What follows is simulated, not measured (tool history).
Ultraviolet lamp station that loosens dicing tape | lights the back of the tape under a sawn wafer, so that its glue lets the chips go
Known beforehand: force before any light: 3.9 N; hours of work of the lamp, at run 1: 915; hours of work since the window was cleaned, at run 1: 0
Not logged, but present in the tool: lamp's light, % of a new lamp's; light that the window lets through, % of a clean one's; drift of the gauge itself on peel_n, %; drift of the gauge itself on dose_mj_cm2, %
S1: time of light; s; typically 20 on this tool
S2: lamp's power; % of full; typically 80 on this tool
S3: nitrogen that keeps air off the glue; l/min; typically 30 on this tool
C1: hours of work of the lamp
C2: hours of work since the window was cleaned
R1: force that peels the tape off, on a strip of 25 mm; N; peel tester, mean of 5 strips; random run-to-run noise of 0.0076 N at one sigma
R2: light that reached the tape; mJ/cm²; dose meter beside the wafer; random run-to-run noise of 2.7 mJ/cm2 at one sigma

run    hour  S1  S2  S3    C1   C2     R1   R2
  1     0.0  20  80  30   915    0  0.273  374
  2    43.9  20  66  30   948   32  0.415  312
  3   106.4  20  66  30   994   78  0.415  312
  4   166.1  20  66  30  1038  122  0.407  306
  5   213.0  20  66  30  1072  157  0.427  310
  6   275.6  20  80  48  1118  203  0.228  380
  7   335.3  20  80  48  1162  247  0.222  377
      386.7  -- lamp changed
  8   404.9  20  80  48    13  298  0.228  376
  9   435.6  20  80  30    36  320  0.284  379
 10   482.0  20  80  30    70  355  0.286  379
 11   551.9  20  80  30   122  406  0.285  381
 12   624.1  20  80  30   175  459  0.286  379
      661.3  -- window cleaned of glue's vapour
 13   673.1  20  80  30   211    9  0.294  379
 14   714.8  20  80  30   241   39  0.299  375
 15   757.5  11  80  19   273   71  0.941  204
 16   829.6  11  80  30   326  124  0.808  212
 17   875.8  11  80  30   360  158  0.793  202
 18   911.3  11  61  21   386  184  1.305  155
 19   977.3  11  61  21   435  233  1.277  161
 20  1052.2  11  70  21   490  288  1.162  182
 21  1089.4  20  67  30   517  315  0.413  316
 22  1128.0  38  78  13   546  344  0.168  696
 23  1178.9  20  97  30   583  381  0.208  460
 24  1250.4  16  64  45   636  434  0.539  241
 25  1310.1  16  64  45   680  478  0.523  237

Describe how what the log doesn't record of the tool's condition differs between the last listed run preceding each entry between runs and the first listed run following it.
In the gap between runs 7 and 8: lamp changed (hour 386.7)
  lamp's light, % of a new lamp's: 99.8 -> 100
In the gap between runs 12 and 13: window cleaned of glue's vapour (hour 661.3)
  no hidden state differs between the two runs
